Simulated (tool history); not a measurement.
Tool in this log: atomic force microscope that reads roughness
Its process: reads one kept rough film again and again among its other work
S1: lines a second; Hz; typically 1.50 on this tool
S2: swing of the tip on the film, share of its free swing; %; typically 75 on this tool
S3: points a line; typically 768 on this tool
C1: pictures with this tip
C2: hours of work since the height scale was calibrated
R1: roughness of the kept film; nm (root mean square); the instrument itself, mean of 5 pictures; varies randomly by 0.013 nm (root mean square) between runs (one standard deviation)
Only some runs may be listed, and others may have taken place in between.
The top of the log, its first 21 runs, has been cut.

| run | hour | S1 | S2 | S3 | C1 | C2 | R1 |
|---|---|---|---|---|---|---|---|
| 22 | 1044.7 | 0.86 | 74 | 768 | 301 | 643 | 2.523 |
|  | 1078.2 | new tip fitted |
| 23 | 1100.0 | 3.33 | 75 | 768 | 20 | 673 | 2.850 |
| 24 | 1134.4 | 3.33 | 75 | 768 | 52 | 692 | 2.774 |
| 25 | 1192.3 | 1.98 | 72 | 324 | 105 | 723 | 2.760 |
| 26 | 1226.0 | 1.69 | 65 | 399 | 137 | 742 | 2.805 |
| 27 | 1265.7 | 0.67 | 75 | 756 | 173 | 764 | 2.787 |
| 28 | 1322.0 | 0.67 | 75 | 756 | 225 | 794 | 2.678 |
| 29 | 1380.4 | 0.53 | 79 | 344 | 279 | 826 | 2.530 |
|  | 1438.8 | new tip fitted |
| 30 | 1440.8 | 3.83 | 88 | 547 | 2 | 859 | 2.501 |
| 31 | 1468.7 | 1.83 | 59 | 408 | 28 | 874 | 3.141 |
| 32 | 1496.7 | 0.66 | 67 | 637 | 54 | 890 | 3.137 |
| 33 | 1532.3 | 0.66 | 67 | 637 | 87 | 909 | 3.025 |
| 34 | 1578.7 | 0.66 | 67 | 637 | 129 | 934 | 2.942 |
| 35 | 1624.4 | 0.66 | 67 | 637 | 172 | 959 | 2.804 |
| 36 | 1664.9 | 1.50 | 70 | 458 | 209 | 982 | 2.638 |
| 37 | 1715.2 | 1.50 | 85 | 727 | 256 | 1009 | 2.392 |
| 38 | 1778.0 | 2.88 | 80 | 383 | 314 | 1043 | 2.177 |
|  | 1795.6 | new tip fitted |
| 39 | 1828.7 | 0.58 | 66 | 274 | 30 | 1071 | 3.095 |
| 40 | 1855.7 | 3.15 | 67 | 418 | 55 | 1086 | 2.867 |
| 41 | 1907.4 | 3.15 | 67 | 418 | 103 | 1114 | 2.727 |
| 42 | 1951.3 | 1.50 | 75 | 439 | 144 | 1138 | 2.702 |

Consider 5 possible next runs. They are alternatives, not a sequence: every one starts from the tool as it was left by run 42. What does each give?
| A | 1985.8 | 1.50 | 75 | 768 | 176 | 1157 | ? |
| B | 1985.8 | 2.02 | 75 | 840 | 176 | 1157 | ? |
| C | 1985.8 | 0.91 | 75 | 472 | 176 | 1157 | ? |
| D | 1985.8 | 1.47 | 62 | 961 | 176 | 1157 | ? |
| E | 1985.8 | 1.50 | 75 | 358 | 176 | 1157 | ? |

| run | R1 |
|---|---|
| A | 2.666 |
| B | 2.614 |
| C | 2.720 |
| D | 2.771 |
| E | 2.654 |
With the hidden condition removed and each run's random variation left untouched, the same runs would have given:
| run | R1 |
|---|---|
| A | 3.180 |
| B | 3.118 |
| C | 3.244 |
| D | 3.304 |
| E | 3.165 |

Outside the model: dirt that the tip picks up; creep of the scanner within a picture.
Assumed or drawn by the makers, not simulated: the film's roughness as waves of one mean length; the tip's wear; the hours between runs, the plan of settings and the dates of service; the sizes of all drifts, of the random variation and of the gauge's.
